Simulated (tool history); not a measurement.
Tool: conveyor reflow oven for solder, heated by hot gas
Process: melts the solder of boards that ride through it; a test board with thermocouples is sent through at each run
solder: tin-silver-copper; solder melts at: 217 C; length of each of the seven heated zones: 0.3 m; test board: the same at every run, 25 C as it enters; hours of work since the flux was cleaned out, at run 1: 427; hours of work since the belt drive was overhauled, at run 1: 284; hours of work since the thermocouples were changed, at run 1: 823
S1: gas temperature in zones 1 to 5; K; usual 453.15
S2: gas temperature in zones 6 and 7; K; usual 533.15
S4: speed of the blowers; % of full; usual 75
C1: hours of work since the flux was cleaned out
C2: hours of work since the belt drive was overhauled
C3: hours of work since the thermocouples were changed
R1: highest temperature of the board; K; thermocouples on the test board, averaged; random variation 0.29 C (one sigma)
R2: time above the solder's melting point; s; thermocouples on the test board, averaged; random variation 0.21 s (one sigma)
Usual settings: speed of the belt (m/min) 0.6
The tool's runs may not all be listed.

Run 1, hour 0: usual settings; C1 427; C2 284; C3 823. Result: R1 521.15 K, R2 44.3 s.
Run 2, hour 10: usual settings but S1 441.15 K; C1 434; C2 291; C3 830. Result: R1 519.75 K, R2 39.3 s.
Run 3, hour 18.8: usual settings but S1 441.15 K; C1 439; C2 297; C3 836. Result: R1 518.95 K, R2 39.4 s.
Run 4, hour 34.8: usual settings but S1 441.15 K; C1 450; C2 307; C3 846. Result: R1 518.55 K, R2 39.6 s.
Run 5, hour 46.3: usual settings; C1 457; C2 315; C3 854. Result: R1 520.95 K, R2 44.3 s.
Run 6, hour 59: usual settings; C1 466; C2 323; C3 862. Result: R1 521.35 K, R2 44.5 s.
At hour 68.6: flux residue cleaned out of gas plates and filters.
Run 7, hour 72.1: usual settings; C1 2; C2 328; C3 868. Result: R1 519.45 K, R2 42.7 s.
Run 8, hour 79.5: usual settings; C1 7; C2 333; C3 872. Result: R1 519.75 K, R2 42.6 s.
Run 9, hour 88.9: usual settings; C1 13; C2 339; C3 879. Result: R1 520.15 K, R2 42.7 s.
Run 10, hour 97.7: usual settings; C1 19; C2 345; C3 884. Result: R1 519.25 K, R2 43 s.
Run 11, hour 110.6: usual settings; C1 28; C2 354; C3 893. Result: R1 519.55 K, R2 42.7 s.
At hour 125.6: flux residue cleaned out of gas plates and filters, once more.
Run 12, hour 130.4: usual settings but S1 456.15 K; C1 3; C2 363; C3 903. Result: R1 523.15 K, R2 47.5 s.
Run 13, hour 146.9: usual settings; C1 14; C2 374; C3 914. Result: R1 523.25 K, R2 46.1 s.
Run 14, hour 155.6: usual settings; C1 20; C2 380; C3 919. Result: R1 523.25 K, R2 46 s.
Run 15, hour 170.6: usual settings but S1 441.15 K, S2 525.15 K, speed of the belt (m/min) 0.578, S4 52 % of full; C1 30; C2 390; C3 929. Result: R1 509.15 K, R2 31.4 s.
Run 16, hour 179.8: usual settings but S1 442.15 K, S4 78 % of full; C1 36; C2 396; C3 935. Result: R1 522.55 K, R2 42.6 s.
Run 17, hour 189: usual settings but S1 442.15 K, S4 54 % of full; C1 42; C2 402; C3 941. Result: R1 515.85 K, R2 35.8 s.
Run 18, hour 205.3: usual settings but speed of the belt (m/min) 0.595; C1 52; C2 413; C3 952. Result: R1 523.15 K, R2 46.7 s.
Run 19, hour 219.8: usual settings but S1 466.15 K, S2 536.15 K, speed of the belt (m/min) 0.658, S4 52 % of full; C1 62; C2 422; C3 962. Result: R1 519.25 K, R2 41.6 s.

The next listed run, before its measurement:
Run 20, hour 234.7: usual settings but S1 459.15 K, S2 536.15 K, speed of the belt (m/min) 0.658, S4 52 % of full; C1 72; C2 432; C3 971. Result: R1 ?, R2 ?.

Run 20 gave R1 517.75 K, R2 38.6 s.
Without the tool's hidden state the same run would have given R1 515.85 K, R2 37.2 s.
